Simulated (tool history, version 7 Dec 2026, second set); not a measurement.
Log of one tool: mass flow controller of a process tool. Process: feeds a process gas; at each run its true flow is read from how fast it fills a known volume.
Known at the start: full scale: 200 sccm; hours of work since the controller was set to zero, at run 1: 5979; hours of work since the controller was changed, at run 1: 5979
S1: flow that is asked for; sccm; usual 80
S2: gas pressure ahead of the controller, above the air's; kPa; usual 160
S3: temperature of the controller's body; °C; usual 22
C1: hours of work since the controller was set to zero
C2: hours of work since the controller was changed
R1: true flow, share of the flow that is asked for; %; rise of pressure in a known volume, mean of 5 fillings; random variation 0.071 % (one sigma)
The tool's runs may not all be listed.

run 1 day=0.000 | S1=80 S2=160 S3=22 | C1=5979 C2=5979 | R1=101.19
run 2 day=6.179 | S1=80 S2=160 S3=22 | C1=6091 C2=6091 | R1=101.37
run 3 day=16.996 | S1=80 S2=160 S3=22 | C1=6288 C2=6288 | R1=101.34
run 4 day=27.812 | S1=80 S2=160 S3=22 | C1=6484 C2=6484 | R1=101.34
run 5 day=38.296 | S1=80 S2=160 S3=22 | C1=6675 C2=6675 | R1=101.37
run 6 day=45.383 | S1=25 S2=160 S3=22 | C1=6804 C2=6804 | R1=107.62
run 7 day=56.554 | S1=58 S2=160 S3=22 | C1=7007 C2=7007 | R1=102.66
run 8 day=62.604 | S1=58 S2=160 S3=22 | C1=7117 C2=7117 | R1=102.68
run 9 day=75.296 | S1=80 S2=160 S3=30 | C1=7348 C2=7348 | R1=100.64
run 10 day=87.742 | S1=80 S2=160 S3=30 | C1=7574 C2=7574 | R1=100.70
run 11 day=96.142 | S1=80 S2=185 S3=30 | C1=7727 C2=7727 | R1=100.84
run 12 day=102.962 | S1=80 S2=185 S3=30 | C1=7851 C2=7851 | R1=100.75
run 13 day=111.883 | S1=80 S2=185 S3=30 | C1=8013 C2=8013 | R1=100.87
run 14 day=120.729 | S1=80 S2=185 S3=39 | C1=8174 C2=8174 | R1=99.71
run 15 day=127.775 | S1=80 S2=160 S3=22 | C1=8302 C2=8302 | R1=101.83
run 16 day=139.942 | S1=80 S2=160 S3=22 | C1=8523 C2=8523 | R1=101.83
run 17 day=151.912 | S1=80 S2=160 S3=22 | C1=8741 C2=8741 | R1=101.81
run 18 day=159.342 | S1=71 S2=160 S3=22 | C1=8876 C2=8876 | R1=102.23
-- day=162.112 controller's zero set anew
run 19 day=168.417 | S1=71 S2=160 S3=22 | C1=115 C2=9041 | R1=98.26
run 20 day=175.812 | S1=71 S2=160 S3=22 | C1=249 C2=9175 | R1=98.24
run 21 day=183.146 | S1=71 S2=160 S3=22 | C1=382 C2=9308 | R1=98.30
run 22 day=196.712 | S1=71 S2=160 S3=22 | C1=629 C2=9555 | R1=98.42
run 23 day=205.550 | S1=71 S2=160 S3=22 | C1=790 C2=9716 | R1=98.42
run 24 day=214.733 | S1=71 S2=160 S3=22 | C1=957 C2=9883 | R1=98.29
run 25 day=224.200 | S1=80 S2=160 S3=34 | C1=1129 C2=10055 | R1=97.01
run 26 day=231.225 | S1=80 S2=154 S3=22 | C1=1257 C2=10183 | R1=98.56
run 27 day=241.775 | S1=41 S2=262 S3=31 | C1=1449 C2=10374 | R1=98.46
run 28 day=252.308 | S1=41 S2=262 S3=31 | C1=1640 C2=10566 | R1=98.27
run 29 day=260.421 | S1=41 S2=262 S3=31 | C1=1788 C2=10714 | R1=98.42
run 30 day=267.604 | S1=23 S2=196 S3=22 | C1=1918 C2=10844 | R1=100.51
run 31 day=275.333 | S1=39 S2=160 S3=22 | C1=2059 C2=10985 | R1=99.55
run 32 day=285.900 | S1=42 S2=184 S3=27 | C1=2251 C2=11177 | R1=98.89
run 33 day=293.129 | S1=42 S2=184 S3=27 | C1=2382 C2=11308 | R1=98.96
run 34 day=304.058 | S1=42 S2=184 S3=27 | C1=2581 C2=11507 | R1=99.08
run 35 day=316.746 | S1=80 S2=141 S3=35 | C1=2812 C2=11738 | R1=97.19
run 36 day=329.042 | S1=85 S2=244 S3=33 | C1=3035 C2=11961 | R1=97.80
run 37 day=339.267 | S1=85 S2=244 S3=33 | C1=3221 C2=12147 | R1=97.69
run 38 day=346.054 | S1=85 S2=216 S3=33 | C1=3345 C2=12271 | R1=97.82
run 39 day=354.004 | S1=38 S2=162 S3=22 | C1=3489 C2=12415 | R1=100.44
run 40 day=361.825 | S1=142 S2=162 S3=22 | C1=3631 C2=12557 | R1=98.48
run 41 day=372.125 | S1=101 S2=162 S3=20 | C1=3819 C2=12745 | R1=99.07
run 42 day=382.396 | S1=101 S2=162 S3=20 | C1=4006 C2=12931 | R1=99.07
run 43 day=390.046 | S1=101 S2=216 S3=24 | C1=4145 C2=13071 | R1=98.72
run 44 day=401.454 | S1=101 S2=212 S3=29 | C1=4352 C2=13278 | R1=98.10
run 45 day=406.950 | S1=101 S2=232 S3=28 | C1=4452 C2=13378 | R1=98.37
run 46 day=418.083 | S1=101 S2=232 S3=21 | C1=4654 C2=13580 | R1=99.25
run 47 day=424.792 | S1=24 S2=192 S3=37 | C1=4776 C2=13702 | R1=102.04
run 48 day=432.321 | S1=61 S2=186 S3=23 | C1=4913 C2=13839 | R1=99.81
run 49 day=441.808 | S1=30 S2=173 S3=32 | C1=5086 C2=14012 | R1=101.54

Hidden state at the last listed run before each entry between runs and at the first one after, where it differs:
Between runs 18 and 19: controller's zero set anew (day 162.112)
  flow at rest that the sensor doesn't see, % of full scale: 1.491 -> 0.032; true flow over the shown one, %: -1.64 -> -1.67
  measured less the result without the state, R1: +2.56 -> -1.57 %
